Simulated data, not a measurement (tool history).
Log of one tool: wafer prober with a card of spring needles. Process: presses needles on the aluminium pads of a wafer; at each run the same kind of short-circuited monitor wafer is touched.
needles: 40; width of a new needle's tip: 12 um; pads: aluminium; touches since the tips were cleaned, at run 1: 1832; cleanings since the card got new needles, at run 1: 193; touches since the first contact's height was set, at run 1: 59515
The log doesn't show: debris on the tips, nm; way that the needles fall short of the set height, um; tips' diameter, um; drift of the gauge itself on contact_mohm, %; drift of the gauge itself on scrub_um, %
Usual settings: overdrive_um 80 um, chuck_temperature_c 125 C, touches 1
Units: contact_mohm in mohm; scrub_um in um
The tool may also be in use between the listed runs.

run,hour,overdrive_um,chuck_temperature_c,touches,touches since the tips were cleaned,cleanings since the card got new needles,touches since the first contact's height was set,contact_mohm,scrub_um
1,0,80,125,1,1832,193,59515,284,13.16
# hour 1.2: tips cleaned on abrasive film
# hour 6.5: tips cleaned on abrasive film
# hour 11.9: tips cleaned on abrasive film
# hour 16.2: tips cleaned on abrasive film
# hour 20.6: tips cleaned on abrasive film
2,21.4,80,99,1,403,198,69617,270,13.23
# hour 25.7: tips cleaned on abrasive film
# hour 30: tips cleaned on abrasive film
# hour 34.4: tips cleaned on abrasive film
# hour 39.7: tips cleaned on abrasive film
# hour 44.1: tips cleaned on abrasive film
# hour 49.4: tips cleaned on abrasive film
3,52.9,80,99,1,1658,204,84548,278,13.15
# hour 54: tips cleaned on abrasive film
# hour 58.3: tips cleaned on abrasive film
# hour 62.7: tips cleaned on abrasive film
# hour 68: tips cleaned on abrasive film
# hour 70.4: height of the first contact set anew
# hour 73.7: tips cleaned on abrasive film
# hour 79.1: tips cleaned on abrasive film
# hour 84.5: tips cleaned on abrasive film
4,86.2,80,46,1,863,211,7500,260,13.42
# hour 89.5: tips cleaned on abrasive film
# hour 93.8: tips cleaned on abrasive film
# hour 98.2: tips cleaned on abrasive film
# hour 102.5: tips cleaned on abrasive film
# hour 106.8: tips cleaned on abrasive film
# hour 111.1: tips cleaned on abrasive film
# hour 116.5: tips cleaned on abrasive film
5,118.3,80,46,1,859,218,22653,258,13.27
# hour 121.5: tips cleaned on abrasive film
# hour 125.9: tips cleaned on abrasive film
# hour 130.2: tips cleaned on abrasive film
# hour 135.6: tips cleaned on abrasive film
# hour 139.9: tips cleaned on abrasive film
# hour 144.2: tips cleaned on abrasive film
6,144.6,80,46,1,195,224,35099,257,13.31
# hour 148.9: tips cleaned on abrasive film
# hour 153.3: tips cleaned on abrasive film
# hour 157.6: tips cleaned on abrasive film
# hour 161.9: tips cleaned on abrasive film
7,164.7,80,125,2,1361,228,44628,278,13.14
# hour 166.9: tips cleaned on abrasive film
# hour 171.2: tips cleaned on abrasive film
# hour 175.6: tips cleaned on abrasive film
# hour 179.9: tips cleaned on abrasive film
8,184,80,40,1,2002,232,53776,256,13.25
# hour 185.2: tips cleaned on abrasive film
# hour 190.6: tips cleaned on abrasive film
# hour 195.9: tips cleaned on abrasive film
# hour 201.3: tips cleaned on abrasive film
# hour 206.7: tips cleaned on abrasive film
# hour 211: tips cleaned on abrasive film
# hour 216.4: tips cleaned on abrasive film
# hour 221.8: tips cleaned on abrasive film
9,222.4,80,62,1,299,240,71941,261,13.33
# hour 226.7: tips cleaned on abrasive film
# hour 231: tips cleaned on abrasive film
# hour 235.3: tips cleaned on abrasive film
# hour 240.7: tips cleaned on abrasive film
# hour 246.1: tips cleaned on abrasive film
# hour 250.4: tips cleaned on abrasive film
10,251.1,85,125,1,342,246,85555,278,14.03
# hour 255.4: tips cleaned on abrasive film
# hour 259.8: tips cleaned on abrasive film
# hour 264.1: tips cleaned on abrasive film
# hour 266.5: height of the first contact set anew
# hour 268.7: tips cleaned on abrasive film
# hour 273: tips cleaned on abrasive film
# hour 278.4: tips cleaned on abrasive film
11,281.9,85,125,1,1670,252,7285,279,14.02
# hour 283: tips cleaned on abrasive film
# hour 287.3: tips cleaned on abrasive film
# hour 292.7: tips cleaned on abrasive film
# hour 297: tips cleaned on abrasive film
# hour 302.4: tips cleaned on abrasive film
# hour 306.7: tips cleaned on abrasive film
12,307,85,99,1,148,258,19174,271,14.05
# hour 311.4: tips cleaned on abrasive film
# hour 315.7: tips cleaned on abrasive film
# hour 320: tips cleaned on abrasive film
# hour 325.4: tips cleaned on abrasive film
# hour 330.8: tips cleaned on abrasive film
# hour 335.1: tips cleaned on abrasive film
# hour 339.4: tips cleaned on abrasive film
13,341.9,69,29,1,1196,265,35685,254,11.47
# hour 344.1: tips cleaned on abrasive film
# hour 348.4: tips cleaned on abrasive film
# hour 352.7: tips cleaned on abrasive film
# hour 358.1: tips cleaned on abrasive film
# hour 362.4: tips cleaned on abrasive film
14,366.5,69,29,1,1964,270,47349,255,11.4
# hour 367.6: tips cleaned on abrasive film
# hour 373: tips cleaned on abrasive film
# hour 377.3: tips cleaned on abrasive film
# hour 381.7: tips cleaned on abrasive film
15,385.5,70,29,2,1837,274,56334,256,11.58
# hour 386.6: tips cleaned on abrasive film
# hour 390.9: tips cleaned on abrasive film
# hour 396.3: tips cleaned on abrasive film
# hour 401.7: tips cleaned on abrasive film
# hour 406: tips cleaned on abrasive film
# hour 410.3: tips cleaned on abrasive film
# hour 415.7: tips cleaned on abrasive film
# hour 421.1: tips cleaned on abrasive film
16,422.9,75,75,1,860,282,74039,265,12.36
# hour 426.1: tips cleaned on abrasive film
# hour 430.5: tips cleaned on abrasive film
# hour 434.8: tips cleaned on abrasive film
# hour 439.1: tips cleaned on abrasive film
# hour 444.5: tips cleaned on abrasive film
# hour 449.9: tips cleaned on abrasive film
# hour 454.2: tips cleaned on abrasive film
# hour 458.5: tips cleaned on abrasive film
17,461.1,75,75,1,1238,290,92123,271,12.46
# hour 463.3: tips cleaned on abrasive film
# hour 463.6: height of the first contact set anew
# hour 467.9: tips cleaned on abrasive film
# hour 473.3: tips cleaned on abrasive film
# hour 477.6: tips cleaned on abrasive film
# hour 483: tips cleaned on abrasive film
# hour 487.3: tips cleaned on abrasive film
# hour 491.6: tips cleaned on abrasive film
18,493.7,63,60,3,1008,297,14280,264,10.39
# hour 497: tips cleaned on abrasive film
# hour 501.3: tips cleaned on abrasive film
# hour 505.6: tips cleaned on abrasive film
# hour 509.9: tips cleaned on abrasive film
# hour 514.2: tips cleaned on abrasive film
# hour 518.6: tips cleaned on abrasive film
# hour 523.9: tips cleaned on abrasive film
19,526.3,76,120,2,1137,304,29710,277,12.39
# hour 528.5: tips cleaned on abrasive film
# hour 532.8: tips cleaned on abrasive film
# hour 537.1: tips cleaned on abrasive film
# hour 542.5: tips cleaned on abrasive film
# hour 546.8: tips cleaned on abrasive film
20,549,70,120,2,1028,309,40434,283,11.6
# hour 551.2: tips cleaned on abrasive film
# hour 555.6: tips cleaned on abrasive film
# hour 559.9: tips cleaned on abrasive film
# hour 564.2: tips cleaned on abrasive film
# hour 568.5: tips cleaned on abrasive film
# hour 572.9: tips cleaned on abrasive film
# hour 577.2: tips cleaned on abrasive film
# hour 581.5: tips cleaned on abrasive film
# hour 586.9: tips cleaned on abrasive film
21,588.8,70,120,3,911,318,59244,281,11.58

Forecast each of these 3 alternatives for the next run:
# hour 592: tips cleaned on abrasive film
# hour 596.3: tips cleaned on abrasive film
# hour 601.7: tips cleaned on abrasive film
# hour 606: tips cleaned on abrasive film
# hour 611.4: tips cleaned on abrasive film
A,613.8,70,109,3,1147,323,71111,?,?
# hour 592: tips cleaned on abrasive film
# hour 596.3: tips cleaned on abrasive film
# hour 601.7: tips cleaned on abrasive film
# hour 606: tips cleaned on abrasive film
# hour 611.4: tips cleaned on abrasive film
B,613.8,70,114,2,1147,323,71111,?,?
# hour 592: tips cleaned on abrasive film
# hour 596.3: tips cleaned on abrasive film
# hour 601.7: tips cleaned on abrasive film
# hour 606: tips cleaned on abrasive film
# hour 611.4: tips cleaned on abrasive film
C,613.8,75,120,1,1147,323,71111,?,?

run,contact_mohm,scrub_um
A,276,11.61
B,280,11.49
C,277,12.54
Without the tool's hidden state the same runs would have given:
run,contact_mohm,scrub_um
A,276,11.62
B,279,11.5
C,276,12.54
